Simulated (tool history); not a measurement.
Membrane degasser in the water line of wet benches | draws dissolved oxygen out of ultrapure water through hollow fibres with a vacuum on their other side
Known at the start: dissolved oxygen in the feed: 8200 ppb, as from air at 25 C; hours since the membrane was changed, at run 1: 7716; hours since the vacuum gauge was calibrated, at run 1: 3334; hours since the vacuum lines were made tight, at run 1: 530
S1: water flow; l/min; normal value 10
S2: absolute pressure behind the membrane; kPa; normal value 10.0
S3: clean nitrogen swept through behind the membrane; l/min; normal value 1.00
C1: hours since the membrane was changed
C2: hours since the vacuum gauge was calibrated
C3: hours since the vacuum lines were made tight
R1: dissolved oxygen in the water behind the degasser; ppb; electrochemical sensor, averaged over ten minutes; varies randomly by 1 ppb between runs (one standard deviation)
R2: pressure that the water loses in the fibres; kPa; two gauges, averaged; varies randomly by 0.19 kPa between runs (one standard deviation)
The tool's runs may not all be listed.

run	hour	S1	S2	S3	C1	C2	C3	R1	R2
1	0.0	10	10.0	1.00	7716	3334	530	165.5	37.03
2	96.4	10	10.0	2.11	7812	3430	626	84.4	36.80
3	237.4	10	10.0	1.00	7953	3571	767	165.0	36.85
4	315.6	10	10.0	1.00	8031	3649	845	165.4	37.12
5	398.9	10	10.0	1.27	8114	3733	929	134.5	37.23
6	492.9	10	10.0	1.27	8208	3826	1023	134.2	36.57
7	661.5	10	10.0	1.76	8377	3995	1191	100.2	36.93
8	768.5	10	6.7	1.76	8484	4102	1298	55.3	36.92
9	951.1	15	10.0	1.00	8667	4285	1481	255.6	55.75
10	1114.8	15	19.4	1.00	8830	4448	1644	549.9	55.42
11	1284.5	11	15.6	0.49	9000	4618	1814	580.7	41.02
12	1395.1	10	13.3	0.58	9111	4729	1925	386.7	37.35
13	1527.7	10	9.2	0.46	9243	4861	2057	286.8	36.93
14	1617.0	8	9.4	1.00	9333	4951	2147	121.2	29.75
15	1695.2	8	9.4	1.00	9411	5029	2225	121.4	29.53
16	1880.4	7	13.0	1.00	9596	5214	2410	165.4	26.03
17	2055.7	13	14.6	1.84	9771	5389	2585	209.4	48.62

Run 18 is up next; what results do you expect?
18	2183.0	13	14.6	1.84	9898	5517	2713	?	?

R1: 207.3 ppb
R2: 48.24 kPa
With the hidden condition absent and the run-to-run variation left alone, this run would have shown R1 207.1 ppb, R2 47.50 kPa.
